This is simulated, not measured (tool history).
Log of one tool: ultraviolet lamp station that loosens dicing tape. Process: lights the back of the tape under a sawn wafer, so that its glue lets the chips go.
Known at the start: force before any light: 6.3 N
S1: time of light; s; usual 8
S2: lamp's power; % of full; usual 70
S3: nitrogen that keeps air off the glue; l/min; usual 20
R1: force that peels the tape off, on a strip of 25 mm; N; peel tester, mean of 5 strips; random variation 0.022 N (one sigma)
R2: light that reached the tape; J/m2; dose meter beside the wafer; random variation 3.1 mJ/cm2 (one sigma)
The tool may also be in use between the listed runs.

run 1 day=0 | S1=8 S2=70 S3=20 | R1=1.276 R2=4260
run 2 day=0.5 | S1=8 S2=70 S3=20 | R1=1.209 R2=4250
run 3 day=0.912 | S1=8 S2=70 S3=20 | R1=1.226 R2=4240
run 4 day=1.6 | S1=8 S2=70 S3=20 | R1=1.247 R2=4190
run 5 day=2.208 | S1=8 S2=70 S3=23 | R1=1.175 R2=4200
run 6 day=2.796 | S1=8 S2=70 S3=20 | R1=1.293 R2=4170
run 7 day=3.404 | S1=8 S2=79 S3=20 | R1=1.094 R2=4680
run 8 day=4.083 | S1=8 S2=79 S3=20 | R1=1.059 R2=4650
run 9 day=4.596 | S1=8 S2=79 S3=20 | R1=1.095 R2=4630
run 10 day=5.092 | S1=8 S2=79 S3=20 | R1=1.092 R2=4560
run 11 day=5.571 | S1=5 S2=79 S3=20 | R1=2.03 R2=2880
run 12 day=5.971 | S1=7 S2=79 S3=20 | R1=1.354 R2=3950
run 13 day=6.475 | S1=8 S2=70 S3=20 | R1=1.325 R2=4020
run 14 day=6.883 | S1=15 S2=70 S3=24 | R1=0.445 R2=7460
run 15 day=7.517 | S1=7 S2=70 S3=18 | R1=1.697 R2=3460
run 16 day=8.092 | S1=7 S2=70 S3=18 | R1=1.645 R2=3500
-- day=8.15 window cleaned of glue's vapour
run 17 day=8.796 | S1=7 S2=70 S3=18 | R1=1.808 R2=3400
run 18 day=9.358 | S1=8 S2=70 S3=38 | R1=1.226 R2=3790
-- day=9.712 window cleaned of glue's vapour, once more
run 19 day=9.712 | S1=8 S2=76 S3=20 | R1=1.083 R2=4570
run 20 day=10.062 | S1=8 S2=80 S3=35 | R1=0.824 R2=4810
run 21 day=10.792 | S1=11 S2=80 S3=13 | R1=0.729 R2=6650
run 22 day=11.279 | S1=5 S2=62 S3=20 | R1=2.506 R2=2310
run 23 day=11.667 | S1=5 S2=94 S3=31 | R1=1.433 R2=3530
run 24 day=12.108 | S1=5 S2=94 S3=31 | R1=1.474 R2=3500
run 25 day=12.675 | S1=8 S2=70 S3=11 | R1=1.507 R2=4190

3 ways to go on from here, each from the tool as it stands after run 25. What would each give?
run A day=13.012 | S1=8 S2=80 S3=8 | R1=? R2=?
run B day=13.012 | S1=8 S2=70 S3=13 | R1=? R2=?
run C day=13.012 | S1=7 S2=61 S3=14 | R1=? R2=?

run=A R1=1.508 R2=4710
run=B R1=1.483 R2=4180
run=C R1=2.004 R2=3200
Without the tool's hidden state the same runs would have given:
run=A R1=1.261 R2=5350
run=B R1=1.241 R2=4740
run=C R1=1.732 R2=3630
